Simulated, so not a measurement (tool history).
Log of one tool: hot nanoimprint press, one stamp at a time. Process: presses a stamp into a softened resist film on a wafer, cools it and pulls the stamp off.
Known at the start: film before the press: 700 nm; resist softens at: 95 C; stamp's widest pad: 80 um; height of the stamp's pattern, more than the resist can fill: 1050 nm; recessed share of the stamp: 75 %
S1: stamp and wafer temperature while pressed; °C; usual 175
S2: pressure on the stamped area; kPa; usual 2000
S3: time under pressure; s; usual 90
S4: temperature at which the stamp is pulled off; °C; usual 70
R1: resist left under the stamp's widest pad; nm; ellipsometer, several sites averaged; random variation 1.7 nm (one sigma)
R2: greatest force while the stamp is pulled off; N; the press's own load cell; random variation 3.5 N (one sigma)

{"run": 1, "hour": 0.0, "S1": 175, "S2": 2000, "S3": 90, "S4": 70, "R1": 356.9, "R2": 265}
{"run": 2, "hour": 10.6, "S1": 175, "S2": 2000, "S3": 90, "S4": 70, "R1": 355.9, "R2": 271}
{"run": 3, "hour": 26.6, "S1": 175, "S2": 2000, "S3": 90, "S4": 70, "R1": 359.3, "R2": 264}
{"hour": 33.5, "done": "stamp cleaned and given a new release coat"}
{"run": 4, "hour": 45.6, "S1": 175, "S2": 2000, "S3": 90, "S4": 70, "R1": 356.8, "R2": 169}
{"run": 5, "hour": 61.4, "S1": 179, "S2": 2000, "S3": 90, "S4": 70, "R1": 304.8, "R2": 179}
{"run": 6, "hour": 76.5, "S1": 179, "S2": 2000, "S3": 90, "S4": 70, "R1": 305, "R2": 181}
{"run": 7, "hour": 90.1, "S1": 175, "S2": 2000, "S3": 90, "S4": 57, "R1": 355.8, "R2": 195}
{"run": 8, "hour": 100.5, "S1": 175, "S2": 2000, "S3": 90, "S4": 66, "R1": 356.9, "R2": 198}
{"run": 9, "hour": 115.5, "S1": 175, "S2": 2000, "S3": 90, "S4": 66, "R1": 361.5, "R2": 181}
{"run": 10, "hour": 127.9, "S1": 185, "S2": 2000, "S3": 90, "S4": 66, "R1": 239.9, "R2": 188}
{"run": 11, "hour": 136.8, "S1": 185, "S2": 2000, "S3": 90, "S4": 58, "R1": 242, "R2": 204}
{"run": 12, "hour": 144.9, "S1": 185, "S2": 2000, "S3": 90, "S4": 58, "R1": 241.6, "R2": 208}
{"run": 13, "hour": 155.1, "S1": 185, "S2": 2000, "S3": 159, "S4": 58, "R1": 188.5, "R2": 212}
{"run": 14, "hour": 168.9, "S1": 185, "S2": 2000, "S3": 159, "S4": 58, "R1": 189, "R2": 209}
{"run": 15, "hour": 177.5, "S1": 185, "S2": 2000, "S3": 159, "S4": 58, "R1": 189.7, "R2": 213}
{"run": 16, "hour": 186.1, "S1": 185, "S2": 2000, "S3": 159, "S4": 58, "R1": 188.3, "R2": 222}
{"run": 17, "hour": 201.7, "S1": 185, "S2": 1520, "S3": 179, "S4": 56, "R1": 204.2, "R2": 225}
{"run": 18, "hour": 219.5, "S1": 169, "S2": 2980, "S3": 90, "S4": 59, "R1": 394.4, "R2": 223}
{"run": 19, "hour": 236.3, "S1": 175, "S2": 3020, "S3": 130, "S4": 63, "R1": 263.1, "R2": 219}
{"run": 20, "hour": 246.0, "S1": 175, "S2": 2490, "S3": 119, "S4": 70, "R1": 297.3, "R2": 226}
{"run": 21, "hour": 257.4, "S1": 175, "S2": 2490, "S3": 119, "S4": 70, "R1": 296.2, "R2": 222}
{"run": 22, "hour": 264.8, "S1": 175, "S2": 2490, "S3": 119, "S4": 70, "R1": 299.6, "R2": 227}
{"run": 23, "hour": 274.7, "S1": 175, "S2": 2490, "S3": 119, "S4": 70, "R1": 298.8, "R2": 228}
{"run": 24, "hour": 290.3, "S1": 175, "S2": 2490, "S3": 119, "S4": 70, "R1": 297.2, "R2": 230}
{"run": 25, "hour": 301.6, "S1": 175, "S2": 2490, "S3": 119, "S4": 70, "R1": 299, "R2": 230}
{"run": 26, "hour": 313.1, "S1": 175, "S2": 2490, "S3": 119, "S4": 70, "R1": 296.3, "R2": 235}
{"run": 27, "hour": 320.4, "S1": 175, "S2": 2490, "S3": 119, "S4": 70, "R1": 297, "R2": 234}
{"run": 28, "hour": 333.0, "S1": 175, "S2": 2490, "S3": 119, "S4": 70, "R1": 295.6, "R2": 244}
{"run": 29, "hour": 349.3, "S1": 175, "S2": 2330, "S3": 90, "S4": 70, "R1": 341.5, "R2": 238}

Hidden state or all else? Some run-to-run changes of R1, split into what the settings, what came in and random variation would give without the hidden state, and what is left for the hidden state (with any gauge scatter that isn't in both results):
The hidden state here: true temperature over the reading, C; pressure that arrives at the usual setting, %; grip of the stamp's worn release coat, % over a new coat's; drift of the gauge itself on residual_nm, %; drift of the gauge itself on pull_off_n, %.
Run 17 -> 18: S1 185 -> 169, S2 1520 -> 2980, S3 179 -> 90, S4 56 -> 59. R1 +190.2 nm: hidden state +8.1, all else +182.1.
Run 18 -> 19: S1 169 -> 175, S2 2980 -> 3020, S3 90 -> 130, S4 59 -> 63. R1 -131.3 nm: hidden state -3.1, all else -128.2.
